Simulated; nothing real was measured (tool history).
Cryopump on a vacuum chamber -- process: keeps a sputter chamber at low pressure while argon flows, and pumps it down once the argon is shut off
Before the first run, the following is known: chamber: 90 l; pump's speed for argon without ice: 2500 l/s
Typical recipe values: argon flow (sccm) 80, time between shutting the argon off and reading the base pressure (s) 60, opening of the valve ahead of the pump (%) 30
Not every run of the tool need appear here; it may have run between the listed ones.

run,hour,argon flow (sccm),time between shutting the argon off and reading the base pressure (s),opening of the valve ahead of the pump (%),pressure while argon flows (Pa),pressure after the wait (uPa)
1,0,80,60,30,0.2014,1.27
2,24.7,80,60,38,0.1648,1.25
3,55.5,80,60,30,0.1997,1.31
4,81.2,80,60,30,0.2032,1.31
5,106.3,80,60,30,0.2038,1.29
# hour 114.8: pump warmed up, emptied and cooled again
6,144.8,80,60,30,0.1817,1.12
7,161.1,80,60,30,0.18,1.06
8,195.9,80,60,30,0.1832,1.17
9,225.6,128,48,25,0.35,1.28
10,264.1,80,187,48,0.1152,0.8
11,286.3,153,53,46,0.2292,1.2
12,307.1,37,44,45,0.0564,1.3

Consider 5 possible next runs. They are alternatives, not a sequence: every one starts from the tool as it was left by run 12. What does each give?
A,331.3,65,60,30,?,?
B,331.3,80,38,22,?,?
C,331.3,122,26,18,?,?
D,331.3,37,36,45,?,?
E,331.3,80,83,48,?,?

run,pressure while argon flows (Pa),pressure after the wait (uPa)
A,0.1515,1.15
B,0.2489,1.4
C,0.4611,1.74
D,0.0567,1.49
E,0.1155,1.01
What these runs would have given with no unlogged condition in the tool:
run,pressure while argon flows (Pa),pressure after the wait (uPa)
A,0.1485,0.6
B,0.2453,0.85
C,0.4556,1.2
D,0.055,0.94
E,0.1119,0.46
